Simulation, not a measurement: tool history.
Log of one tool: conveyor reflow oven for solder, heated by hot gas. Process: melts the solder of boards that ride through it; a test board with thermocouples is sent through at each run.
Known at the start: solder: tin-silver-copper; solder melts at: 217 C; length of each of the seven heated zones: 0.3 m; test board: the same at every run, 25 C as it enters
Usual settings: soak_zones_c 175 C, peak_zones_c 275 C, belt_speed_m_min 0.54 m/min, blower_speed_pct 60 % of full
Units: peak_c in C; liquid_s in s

run,hour,soak_zones_c,peak_zones_c,belt_speed_m_min,blower_speed_pct,peak_c,liquid_s
1,0.0,175,275,0.54,60,253.6,50.1
2,11.7,177,275,0.54,60,254.3,51.1
3,20.3,175,275,0.54,60,253.8,50.2
4,30.5,175,275,0.54,60,253.8,50.0
5,40.8,175,275,0.54,60,253.9,50.5
6,53.5,186,275,0.54,60,255.9,55.8
7,67.9,175,275,0.54,60,253.8,50.1
8,75.6,178,275,0.54,60,254.2,51.8
9,89.0,162,275,0.54,60,250.9,44.3

Forecast run 10:
10,103.4,162,275,0.54,89,?,?

peak_c: 260.5 C
liquid_s: 52.2 s
Without the tool's hidden state the same run would have given peak_c 260.7 C, liquid_s 52.1 s.
